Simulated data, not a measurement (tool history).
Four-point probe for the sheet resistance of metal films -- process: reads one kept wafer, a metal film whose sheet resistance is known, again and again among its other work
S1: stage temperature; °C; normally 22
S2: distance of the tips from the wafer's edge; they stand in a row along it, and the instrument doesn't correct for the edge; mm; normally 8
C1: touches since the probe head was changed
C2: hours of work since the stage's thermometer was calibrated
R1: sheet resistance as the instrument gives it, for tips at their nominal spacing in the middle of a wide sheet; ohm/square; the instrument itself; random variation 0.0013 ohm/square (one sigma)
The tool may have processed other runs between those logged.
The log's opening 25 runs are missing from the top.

run    hour  S1  S2     C1    C2        R1
 26  1020.0  18   9  31634  1142  6.453711
 27  1055.7  22  40  33238  1163  6.377498
 28  1089.3  25  69  34749  1182  6.352947
 29  1134.3  22  21  36769  1208  6.384285
 30  1168.0  22  21  38282  1227  6.386672
 31  1204.7  22  21  39932  1248  6.390580
 32  1228.5  24  21  41003  1262  6.370758
 33  1277.5  27   4  43204  1290  6.542816
 34  1320.0  19  44  45113  1315  6.412328
 35  1349.3  30  13  46425  1332  6.333845
 36  1385.5  21  54  48054  1352  6.398390
 37  1424.6  27  57  49809  1375  6.348408
 38  1476.7  19   3  52148  1405  6.781171
 39  1529.0  21  14  54500  1435  6.419645
 40  1554.4  33   6  55641  1450  6.388324
 41  1595.6  26  13  57492  1473  6.380580
 42  1622.7  19  11  58709  1489  6.456195
 43  1668.4  30  28  60759  1515  6.331638
 44  1696.8  27   7  62036  1532  6.426989

Here are 3 independent what-if runs from the current tool condition. What would each one return?
  A  1739.3  21   7  63947  1556   ?
  B  1739.3  20   4  63947  1556   ?
  C  1739.3  20  14  63947  1556   ?

run        R1
  A  6.480562
  B  6.629878
  C  6.438165
The same runs, with their run-to-run variation unchanged, on a tool lacking any hidden condition would have given:
run        R1
  A  6.408660
  B  6.556405
  C  6.366668
